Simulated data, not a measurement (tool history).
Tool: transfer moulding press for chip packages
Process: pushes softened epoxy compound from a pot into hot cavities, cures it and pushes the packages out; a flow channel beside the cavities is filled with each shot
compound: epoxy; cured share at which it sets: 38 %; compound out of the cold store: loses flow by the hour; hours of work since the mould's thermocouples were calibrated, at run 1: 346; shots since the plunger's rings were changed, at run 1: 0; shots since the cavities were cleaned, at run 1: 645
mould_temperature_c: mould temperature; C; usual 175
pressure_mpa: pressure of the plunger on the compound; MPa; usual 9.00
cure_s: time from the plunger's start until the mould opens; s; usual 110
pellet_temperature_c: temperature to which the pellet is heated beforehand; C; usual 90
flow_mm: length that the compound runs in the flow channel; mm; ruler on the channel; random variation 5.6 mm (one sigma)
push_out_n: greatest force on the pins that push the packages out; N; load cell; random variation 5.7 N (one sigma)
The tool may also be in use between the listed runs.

run,hour,mould_temperature_c,pressure_mpa,cure_s,pellet_temperature_c,hours of work since the mould's thermocouples were calibrated,shots since the plunger's rings were changed,shots since the cavities were cleaned,incoming compound's hours out of the cold store,flow_mm,push_out_n
1,0.0,175,9.00,110,90,346,0,645,41.6,817,306
2,30.8,175,9.00,110,90,365,341,986,43.6,812,322
# hour 46.9: cavities cleaned with cleaning compound and waxed
3,61.2,175,9.16,110,90,383,661,159,10.4,939,237
4,85.7,175,9.16,110,90,398,932,430,8.9,945,300
5,113.0,175,9.16,110,90,415,1234,732,40.5,819,310
6,130.7,175,9.00,112,90,425,1430,928,25.3,858,332
# hour 149.7: cavities cleaned with cleaning compound and waxed
7,163.8,170,9.00,117,84,445,1780,156,20.5,901,251
8,199.3,175,9.00,110,99,467,2173,549,12.0,900,293
9,221.0,175,9.29,110,85,480,2414,790,36.1,827,316
10,245.0,175,9.29,143,92,495,2679,1055,17.1,899,327
# hour 253.3: cavities cleaned with cleaning compound and waxed
11,284.9,175,7.85,143,92,518,3104,349,22.3,793,266
12,311.9,172,9.78,98,85,535,3403,648,19.0,915,378

4 ways to go on from here, each from the tool as it stands after run 12. What would each give?
A,330.4,175,9.00,114,90,546,3608,853,12.1,?,?
B,330.4,175,9.43,110,90,546,3608,853,30.7,?,?
C,330.4,180,9.78,138,97,546,3608,853,38.6,?,?
D,330.4,169,9.78,125,85,546,3608,853,16.0,?,?

run,flow_mm,push_out_n
A,891,324
B,834,313
C,818,293
D,930,342
Without the tool's hidden state the same runs would have given:
run,flow_mm,push_out_n
A,932,208
B,872,198
C,855,181
D,973,221

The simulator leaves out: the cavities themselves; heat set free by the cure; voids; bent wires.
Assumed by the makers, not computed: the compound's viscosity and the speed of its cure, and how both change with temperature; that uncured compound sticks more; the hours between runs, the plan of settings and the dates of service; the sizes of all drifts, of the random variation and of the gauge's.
